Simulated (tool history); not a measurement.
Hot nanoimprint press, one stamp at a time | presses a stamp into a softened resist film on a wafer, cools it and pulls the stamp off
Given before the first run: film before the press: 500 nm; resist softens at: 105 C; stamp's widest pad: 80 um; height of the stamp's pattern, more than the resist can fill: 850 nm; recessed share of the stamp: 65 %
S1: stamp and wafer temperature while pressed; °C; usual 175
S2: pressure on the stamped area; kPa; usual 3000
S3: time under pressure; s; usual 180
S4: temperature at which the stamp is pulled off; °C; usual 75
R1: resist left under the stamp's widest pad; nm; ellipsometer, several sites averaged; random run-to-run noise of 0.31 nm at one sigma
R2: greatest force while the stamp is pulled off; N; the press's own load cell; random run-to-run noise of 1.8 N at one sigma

run,hour,S1,S2,S3,S4,R1,R2
1,0.0,175,3000,180,75,240.5,147
2,22.5,175,3000,180,75,241.1,151
3,55.1,175,3000,180,75,241.2,148
4,79.8,175,3000,188,75,237.6,153
5,120.2,175,3000,188,75,238.2,154
6,156.4,175,3000,188,75,238.5,151
7,192.8,175,3000,188,75,238.6,154
8,215.0,175,3000,180,75,242.2,156
9,254.2,175,3000,180,75,241.9,154
10,295.3,175,3000,180,75,242.9,160
11,336.3,166,3000,180,75,314.6,157
12,360.7,166,3000,180,75,313.8,161
13,388.1,166,3000,180,75,314.5,167
14,415.2,166,3000,180,75,314.9,164
15,450.2,175,3000,180,75,245.0,161
# hour 493.8: plate thermocouple calibrated
16,501.8,175,3870,180,75,208.2,163
17,546.8,175,3520,180,75,220.2,160
18,574.4,175,3520,219,75,206.7,166
19,598.0,175,3520,219,75,206.7,165
20,644.0,175,3000,193,75,235.8,170
21,691.7,178,3000,180,66,221.4,203

Predict the results of run 22:
22,736.5,175,4770,335,62,?,?

For run 22 the tool returned R1 150.1 nm, R2 225 N.
With no hidden state in the tool, this same run would have given R1 145.9 nm, R2 183 N.
